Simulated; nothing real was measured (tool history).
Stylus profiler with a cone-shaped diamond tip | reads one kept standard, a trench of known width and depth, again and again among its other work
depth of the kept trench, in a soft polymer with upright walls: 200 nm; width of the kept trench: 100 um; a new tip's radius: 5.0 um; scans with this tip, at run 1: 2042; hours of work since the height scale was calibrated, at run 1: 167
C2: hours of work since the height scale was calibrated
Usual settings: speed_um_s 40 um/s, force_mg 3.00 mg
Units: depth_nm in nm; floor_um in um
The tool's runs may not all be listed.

run 1 hour=0.0 | speed_um_s=40 force_mg=3.00 | scans_with_this_tip=2042 C2=167 | depth_nm=202.38 floor_um=96.79
run 2 hour=8.7 | speed_um_s=40 force_mg=3.00 | scans_with_this_tip=2090 C2=171 | depth_nm=202.55 floor_um=96.81
run 3 hour=22.6 | speed_um_s=40 force_mg=1.83 | scans_with_this_tip=2165 C2=177 | depth_nm=201.82 floor_um=96.80
run 4 hour=33.6 | speed_um_s=40 force_mg=3.00 | scans_with_this_tip=2225 C2=182 | depth_nm=202.50 floor_um=96.75
run 5 hour=41.3 | speed_um_s=147 force_mg=3.00 | scans_with_this_tip=2266 C2=185 | depth_nm=202.43 floor_um=96.42
run 6 hour=57.8 | speed_um_s=147 force_mg=3.00 | scans_with_this_tip=2356 C2=193 | depth_nm=202.50 floor_um=96.34
run 7 hour=68.3 | speed_um_s=147 force_mg=3.00 | scans_with_this_tip=2413 C2=197 | depth_nm=202.47 floor_um=96.36
run 8 hour=75.6 | speed_um_s=26 force_mg=3.00 | scans_with_this_tip=2453 C2=201 | depth_nm=202.47 floor_um=96.83
run 9 hour=86.3 | speed_um_s=26 force_mg=3.00 | scans_with_this_tip=2511 C2=205 | depth_nm=202.69 floor_um=96.70
run 10 hour=99.4 | speed_um_s=26 force_mg=3.00 | scans_with_this_tip=2582 C2=211 | depth_nm=202.57 floor_um=96.74
run 11 hour=111.3 | speed_um_s=26 force_mg=3.00 | scans_with_this_tip=2647 C2=216 | depth_nm=202.62 floor_um=96.70
run 12 hour=122.1 | speed_um_s=26 force_mg=3.00 | scans_with_this_tip=2706 C2=221 | depth_nm=202.63 floor_um=96.79
run 13 hour=136.8 | speed_um_s=26 force_mg=3.00 | scans_with_this_tip=2785 C2=228 | depth_nm=202.66 floor_um=96.75
run 14 hour=151.4 | speed_um_s=40 force_mg=3.98 | scans_with_this_tip=2865 C2=234 | depth_nm=203.16 floor_um=96.71
run 15 hour=167.7 | speed_um_s=40 force_mg=3.00 | scans_with_this_tip=2954 C2=241 | depth_nm=202.57 floor_um=96.73
run 16 hour=178.7 | speed_um_s=40 force_mg=3.00 | scans_with_this_tip=3013 C2=246 | depth_nm=202.57 floor_um=96.65
run 17 hour=186.9 | speed_um_s=40 force_mg=3.00 | scans_with_this_tip=3058 C2=250 | depth_nm=202.56 floor_um=96.68
run 18 hour=197.2 | speed_um_s=40 force_mg=3.29 | scans_with_this_tip=3114 C2=255 | depth_nm=202.91 floor_um=96.70
run 19 hour=209.8 | speed_um_s=101 force_mg=5.75 | scans_with_this_tip=3183 C2=260 | depth_nm=204.12 floor_um=96.56
run 20 hour=221.8 | speed_um_s=101 force_mg=4.49 | scans_with_this_tip=3248 C2=266 | depth_nm=203.39 floor_um=96.51
run 21 hour=235.5 | speed_um_s=40 force_mg=3.89 | scans_with_this_tip=3323 C2=272 | depth_nm=203.16 floor_um=96.66
run 22 hour=252.6 | speed_um_s=40 force_mg=3.89 | scans_with_this_tip=3415 C2=279 | depth_nm=203.02 floor_um=96.64
run 23 hour=269.3 | speed_um_s=18 force_mg=1.78 | scans_with_this_tip=3506 C2=287 | depth_nm=201.87 floor_um=96.68
run 24 hour=285.1 | speed_um_s=26 force_mg=7.21 | scans_with_this_tip=3592 C2=294 | depth_nm=204.54 floor_um=96.68
run 25 hour=296.1 | speed_um_s=26 force_mg=7.21 | scans_with_this_tip=3652 C2=299 | depth_nm=204.41 floor_um=96.65
run 26 hour=311.2 | speed_um_s=34 force_mg=6.38 | scans_with_this_tip=3734 C2=305 | depth_nm=204.26 floor_um=96.63
run 27 hour=319.9 | speed_um_s=23 force_mg=3.00 | scans_with_this_tip=3781 C2=309 | depth_nm=202.60 floor_um=96.65
run 28 hour=329.5 | speed_um_s=71 force_mg=4.06 | scans_with_this_tip=3833 C2=313 | depth_nm=203.25 floor_um=96.47
run 29 hour=342.4 | speed_um_s=114 force_mg=4.06 | scans_with_this_tip=3904 C2=319 | depth_nm=203.20 floor_um=96.43
run 30 hour=354.8 | speed_um_s=114 force_mg=4.06 | scans_with_this_tip=3971 C2=325 | depth_nm=203.18 floor_um=96.36
run 31 hour=370.1 | speed_um_s=146 force_mg=2.75 | scans_with_this_tip=4054 C2=331 | depth_nm=202.48 floor_um=96.14
run 32 hour=381.5 | speed_um_s=146 force_mg=2.75 | scans_with_this_tip=4116 C2=337 | depth_nm=202.67 floor_um=96.13
run 33 hour=389.9 | speed_um_s=14 force_mg=1.11 | scans_with_this_tip=4162 C2=340 | depth_nm=201.62 floor_um=96.62
run 34 hour=402.1 | speed_um_s=41 force_mg=4.90 | scans_with_this_tip=4228 C2=346 | depth_nm=203.60 floor_um=96.57
run 35 hour=418.8 | speed_um_s=41 force_mg=4.90 | scans_with_this_tip=4319 C2=353 | depth_nm=203.49 floor_um=96.55

4 ways to go on from here, each from the tool as it stands after run 35. What would each give?
run A hour=430.0 | speed_um_s=40 force_mg=5.83 | scans_with_this_tip=4380 C2=358 | depth_nm=? floor_um=?
run B hour=430.0 | speed_um_s=40 force_mg=8.02 | scans_with_this_tip=4380 C2=358 | depth_nm=? floor_um=?
run C hour=430.0 | speed_um_s=63 force_mg=5.28 | scans_with_this_tip=4380 C2=358 | depth_nm=? floor_um=?
run D hour=430.0 | speed_um_s=18 force_mg=1.98 | scans_with_this_tip=4380 C2=358 | depth_nm=? floor_um=?

run=A depth_nm=204.06 floor_um=96.60
run=B depth_nm=204.85 floor_um=96.54
run=C depth_nm=203.81 floor_um=96.48
run=D depth_nm=202.12 floor_um=96.58
Without the tool's hidden state the same runs would have given:
run=A depth_nm=203.77 floor_um=97.15
run=B depth_nm=204.56 floor_um=97.08
run=C depth_nm=203.52 floor_um=97.03
run=D depth_nm=201.84 floor_um=97.12

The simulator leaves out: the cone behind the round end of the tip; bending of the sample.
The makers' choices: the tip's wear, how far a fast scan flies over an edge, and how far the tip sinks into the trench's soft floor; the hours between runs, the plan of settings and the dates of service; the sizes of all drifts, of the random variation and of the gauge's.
